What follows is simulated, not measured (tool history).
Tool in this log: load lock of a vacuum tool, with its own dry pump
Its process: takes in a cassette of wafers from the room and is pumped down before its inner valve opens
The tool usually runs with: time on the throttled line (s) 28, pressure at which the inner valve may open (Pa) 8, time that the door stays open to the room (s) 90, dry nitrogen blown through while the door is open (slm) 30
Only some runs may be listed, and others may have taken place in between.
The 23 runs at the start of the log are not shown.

run,hour,time on the throttled line (s),pressure at which the inner valve may open (Pa),time that the door stays open to the room (s),dry nitrogen blown through while the door is open (slm),"incoming humidity of the room's air, %",time from the closed door until the inner valve may open (s),rise of the pressure with all valves shut (Pa/min)
24,3676.3,28,12,90,8,50.0,38.8,0.489
25,3884.6,28,12,90,8,44.0,38.8,0.499
26,3996.2,28,10,90,9,43.2,38.9,0.500
27,4215.8,28,9,78,25,44.5,39.5,0.483
28,4432.9,28,9,78,25,43.9,39.3,0.489
29,4541.7,42,8,32,11,48.4,51.5,0.528
30,4667.4,39,7,134,28,48.1,49.3,0.524
31,4832.3,39,7,134,28,43.8,49.1,0.542
32,5044.7,39,7,134,28,43.6,49.2,0.561
33,5170.2,39,7,134,28,41.6,49.3,0.561
34,5346.6,28,8,90,30,44.7,39.7,0.563
35,5473.1,28,8,90,30,46.7,39.6,0.581
36,5599.1,28,16,167,30,47.8,38.4,0.597

Consider 5 possible next runs. They are alternatives, not a sequence: every one starts from the tool as it was left by run 36. What does each give?
A,5690.3,28,16,45,30,47.9,?,?
B,5690.3,43,16,46,18,44.9,?,?
C,5690.3,28,12,231,7,43.3,?,?
D,5690.3,42,8,95,19,46.8,?,?
E,5690.3,28,7,35,7,43.4,?,?

run,time from the closed door until the inner valve may open (s),rise of the pressure with all valves shut (Pa/min)
A,38.3,0.598
B,51.7,0.597
C,38.8,0.668
D,51.6,0.609
E,39.8,0.626
Take away the tool's hidden state, keep each run's random variation, and the runs would have read:
run,time from the closed door until the inner valve may open (s),rise of the pressure with all valves shut (Pa/min)
A,36.9,0.029
B,50.6,0.035
C,37.4,0.103
D,50.3,0.044
E,38.3,0.057
